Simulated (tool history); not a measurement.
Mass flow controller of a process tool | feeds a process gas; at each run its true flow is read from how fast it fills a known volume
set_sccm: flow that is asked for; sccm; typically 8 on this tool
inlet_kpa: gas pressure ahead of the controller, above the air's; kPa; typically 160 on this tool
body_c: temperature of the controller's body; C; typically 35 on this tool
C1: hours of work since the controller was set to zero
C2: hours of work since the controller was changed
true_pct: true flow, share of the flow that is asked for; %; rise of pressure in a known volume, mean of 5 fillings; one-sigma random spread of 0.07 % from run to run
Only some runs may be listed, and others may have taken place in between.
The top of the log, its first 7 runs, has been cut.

Run 8, hour 2316.7: usual settings but inlet_kpa 183 kPa, body_c 28 C; C1 2672; C2 13048. Result: true_pct 99.68 %.
Run 9, hour 2550.9: usual settings but inlet_kpa 183 kPa, body_c 28 C; C1 2808; C2 13184. Result: true_pct 99.72 %.
Run 10, hour 2809.8: usual settings; C1 2958; C2 13334. Result: true_pct 99.13 %.
Run 11, hour 3242.6: usual settings; C1 3210; C2 13586. Result: true_pct 99.23 %.
Run 12, hour 3553.9: usual settings but body_c 26 C; C1 3391; C2 13766. Result: true_pct 99.86 %.
Run 13, hour 3994.9: usual settings but body_c 26 C; C1 3647; C2 14023. Result: true_pct 100.10 %.
At hour 4337.9: controller exchanged for a calibrated one.
Run 14, hour 4427.5: usual settings but body_c 26 C; C1 52; C2 52. Result: true_pct 100.13 %.
At hour 4728.6: gauge calibrated.
Run 15, hour 4894.8: usual settings but body_c 26 C; C1 323; C2 323. Result: true_pct 99.47 %.
Run 16, hour 5138.5: usual settings; C1 465; C2 465. Result: true_pct 98.81 %.
Run 17, hour 5477.6: usual settings but inlet_kpa 248 kPa, body_c 30 C; C1 662; C2 662. Result: true_pct 99.38 %.
Run 18, hour 5840.9: usual settings but set_sccm 18 sccm, inlet_kpa 146 kPa, body_c 24 C; C1 873; C2 873. Result: true_pct 100.03 %.
Run 19, hour 6078.5: usual settings but set_sccm 4 sccm, body_c 39 C; C1 1011; C2 1011. Result: true_pct 98.39 %.
Run 20, hour 6377.4: usual settings but set_sccm 4 sccm, body_c 39 C; C1 1185; C2 1185. Result: true_pct 98.37 %.
Run 21, hour 6868.9: usual settings but inlet_kpa 168 kPa; C1 1470; C2 1470. Result: true_pct 99.01 %.
Run 22, hour 7233.5: usual settings but set_sccm 2 sccm, inlet_kpa 166 kPa, body_c 22 C; C1 1682; C2 1682. Result: true_pct 100.05 %.
Run 23, hour 7683.3: usual settings but set_sccm 2 sccm, inlet_kpa 166 kPa, body_c 22 C; C1 1943; C2 1943. Result: true_pct 99.93 %.
Run 24, hour 7934.9: usual settings but set_sccm 12 sccm, inlet_kpa 218 kPa, body_c 37 C; C1 2089; C2 2089. Result: true_pct 99.18 %.
Run 25, hour 8372.5: usual settings but set_sccm 12 sccm, inlet_kpa 218 kPa, body_c 37 C; C1 2343; C2 2343. Result: true_pct 99.23 %.
Run 26, hour 8824.3: usual settings but set_sccm 12 sccm, inlet_kpa 218 kPa, body_c 37 C; C1 2606; C2 2606. Result: true_pct 99.37 %.
Run 27, hour 9203.5: usual settings but inlet_kpa 180 kPa; C1 2826; C2 2826. Result: true_pct 99.34 %.
Run 28, hour 9606.3: usual settings but inlet_kpa 180 kPa; C1 3060; C2 3060. Result: true_pct 99.46 %.
Run 29, hour 10081.9: usual settings but inlet_kpa 180 kPa; C1 3336; C2 3336. Result: true_pct 99.48 %.

What will run 30 give?
Run 30, hour 10344.2: usual settings but set_sccm 15 sccm, body_c 28 C; C1 3489; C2 3489. Result: true_pct ?.

{"run 30": {"true_pct": 100.5}}
The same run, on a tool lacking any hidden state, would have yielded true_pct 99.65 %.
